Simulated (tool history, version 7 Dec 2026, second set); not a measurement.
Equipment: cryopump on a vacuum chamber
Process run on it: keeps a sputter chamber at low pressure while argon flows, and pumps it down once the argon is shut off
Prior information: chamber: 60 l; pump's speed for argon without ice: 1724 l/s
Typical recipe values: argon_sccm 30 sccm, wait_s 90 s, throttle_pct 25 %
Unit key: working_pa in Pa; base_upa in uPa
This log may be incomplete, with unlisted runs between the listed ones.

run    hour  argon_sccm  wait_s  throttle_pct  working_pa  base_upa
  1       0          30      90            25      0.1228      1.77
  2    42.4          30      90            25      0.1227      1.79
  3   121.7          30      90            31      0.1021      1.92
  4   165.5          16      90            31      0.0544      1.95
  5   236.7          16      90            31      0.0553      2.03
  6   285.9          16      90            31      0.0556      2.12
  7   336.6          16      90            31      0.0548       2.1
  8   380.9          25      90            25      0.1067      2.15
  9   418.4          30      90            47      0.0744      2.25
      482.6  -- pump warmed up, emptied and cooled again
 10   495.8          30      90            25      0.1187      1.77
 11   538.3          30      90            25      0.1186      1.76
      599.7  -- leaking fittings of the chamber tightened, without venting
 12   613.2          30      90            25      0.1199      0.53
 13   679.8          30      90            25      0.1217      0.53
 14   758.5          30      90            25      0.1197      0.57
 15     796          30      90            25      0.1235      0.56
 16   874.9          30      90            25      0.1237      0.64
 17   912.5          30      90            25      0.1232      0.64
 18    1001          43      48            25      0.1785      0.91
 19  1078.1          43      48            25       0.181      0.95
 20  1136.7          43      48            25      0.1809      0.99
 21  1223.9          43      48            25      0.1828      1.06
 22  1262.2          43      48            25       0.185      1.08
       1328  -- pump warmed up, emptied and cooled again
 23  1356.2          18      56            25      0.0719      0.87
 24  1437.3          18      56            25      0.0715      0.93
 25  1482.3          37      34            56      0.0694      1.24
 26  1568.4          15      34            18      0.0834      1.31
 27  1617.3          30      75            25       0.123       0.9
 28  1709.3          30      75            25      0.1232      0.94
 29  1762.9          20      74            19      0.1084      0.97
 30  1828.4          30     212            25      0.1243      0.78
 31  1912.9          30      41            25      0.1266      1.35

Forecast each of these 3 alternatives for the next run:
  A  2003.4          30     161            25           ?         ?
  B  2003.4          30     172            25           ?         ?
  C  2003.4          19      41            17           ?         ?

run  working_pa  base_upa
  A      0.1282      0.95
  B      0.1273      0.94
  C      0.1164       1.4
Without the tool's hidden state the same runs would have given:
run  working_pa  base_upa
  A      0.1183      0.34
  B      0.1174      0.33
  C      0.1101      0.79
